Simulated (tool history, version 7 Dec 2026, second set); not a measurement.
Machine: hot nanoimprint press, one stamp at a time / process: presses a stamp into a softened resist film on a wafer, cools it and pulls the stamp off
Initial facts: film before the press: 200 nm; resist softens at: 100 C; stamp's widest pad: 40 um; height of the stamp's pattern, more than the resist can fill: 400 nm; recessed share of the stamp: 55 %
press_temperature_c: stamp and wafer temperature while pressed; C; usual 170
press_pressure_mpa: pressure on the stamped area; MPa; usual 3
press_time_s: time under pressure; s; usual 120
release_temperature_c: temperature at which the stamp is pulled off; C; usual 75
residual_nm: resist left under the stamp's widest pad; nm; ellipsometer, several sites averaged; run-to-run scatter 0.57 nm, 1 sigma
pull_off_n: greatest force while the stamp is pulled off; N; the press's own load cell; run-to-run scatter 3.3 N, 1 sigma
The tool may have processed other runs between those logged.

run   hour  press_temperature_c  press_pressure_mpa  press_time_s  release_temperature_c  residual_nm  pull_off_n
  1      0                  170                   3           120                     75         97.6         223
      16.4  -- stamp cleaned and given a new release coat
  2   26.7                  170                   3           120                     75         97.9         164
  3   58.4                  170                   3           120                     75           98         159
  4   75.2                  170                   3           135                     75         94.9         157
  5  107.6                  170                   3           135                     75         95.7         162
     122.7  -- plate thermocouple calibrated
  6  131.4                  171                   3           135                     75         92.3         166
  7  153.5                  170                   3           120                     75        100.4         164
  8  170.9                  170                   3           120                     75        101.7         175
     176.9  -- plate thermocouple calibrated, once more
  9  199.9                  160                   3           117                     75        143.1         160
 10  219.5                  160                   3           117                     75        142.9         165
 11  249.3                  160                   3           117                     75        144.2         163
 12  274.4                  160                   3           117                     75        143.1         171
 13  307.3                  160                   3           117                     75        143.7         175
 14  326.3                  158                   3            92                     75        160.8         170

Forecast each of these 3 alternatives for the next run:
  A  362.6                  170                1.85           120                     75            ?           ?
  B  362.6                  177                   3           120                     82            ?           ?
  C  362.6                  170                3.19           229                     65            ?           ?

run  residual_nm  pull_off_n
  A        119.4         177
  B         70.7         153
  C         74.4         204
The same runs, with their run-to-run variation unchanged, on a tool lacking any hidden condition would have given:
run  residual_nm  pull_off_n
  A        115.9         160
  B         67.9         138
  C         71.2         184

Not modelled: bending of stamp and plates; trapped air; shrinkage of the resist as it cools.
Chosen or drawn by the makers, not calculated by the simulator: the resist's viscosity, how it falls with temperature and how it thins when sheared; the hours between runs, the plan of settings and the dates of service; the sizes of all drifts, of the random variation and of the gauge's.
